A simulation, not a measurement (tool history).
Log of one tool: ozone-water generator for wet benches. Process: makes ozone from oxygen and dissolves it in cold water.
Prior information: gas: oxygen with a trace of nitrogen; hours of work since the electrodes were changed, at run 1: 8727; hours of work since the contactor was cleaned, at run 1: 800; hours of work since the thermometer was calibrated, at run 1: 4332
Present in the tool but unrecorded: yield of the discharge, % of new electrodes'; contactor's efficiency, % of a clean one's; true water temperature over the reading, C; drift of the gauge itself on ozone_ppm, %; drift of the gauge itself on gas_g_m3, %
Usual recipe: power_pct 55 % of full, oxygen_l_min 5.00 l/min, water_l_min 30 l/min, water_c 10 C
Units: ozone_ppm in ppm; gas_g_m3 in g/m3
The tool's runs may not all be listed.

run,day,power_pct,oxygen_l_min,water_l_min,water_c,hours of work since the electrodes were changed,hours of work since the contactor was cleaned,hours of work since the thermometer was calibrated,ozone_ppm,gas_g_m3
1,0.000,55,5.00,30,10,8727,800,4332,11.0,120.8
2,4.450,55,5.00,30,10,8828,901,4433,10.8,121.5
3,13.721,55,5.00,30,10,9039,1112,4644,10.8,119.5
4,21.508,55,5.00,30,10,9216,1289,4821,10.5,120.6
5,28.796,55,5.00,30,10,9382,1455,4986,10.9,119.1
6,38.092,55,5.00,30,10,9593,1666,5198,10.7,119.6
7,45.625,55,5.00,30,10,9764,1837,5369,10.5,118.8
8,50.758,55,5.00,30,10,9881,1954,5486,10.6,117.9
9,54.788,55,8.35,30,9,9972,2046,5577,11.4,90.2
10,63.671,55,4.34,30,10,10174,2248,5779,10.3,129.0
# day 70.188: water thermometer calibrated
11,70.246,71,5.00,37,6,10323,2396,1,9.4,133.0

Alternative continuations, all from the tool just after run 11; predict every row:
A,78.125,44,5.00,34,10,10502,2576,180,?,?
B,78.125,71,3.65,37,6,10502,2576,180,?,?
C,78.125,55,5.00,26,13,10502,2576,180,?,?
D,78.125,98,5.00,36,13,10502,2576,180,?,?

run,ozone_ppm,gas_g_m3
A,8.5,107.2
B,8.8,159.0
C,11.9,118.9
D,10.8,154.7
What these runs would have given with no unlogged condition in the tool:
run,ozone_ppm,gas_g_m3
A,9.6,118.6
B,10.4,181.3
C,13.7,133.6
D,13.0,180.0
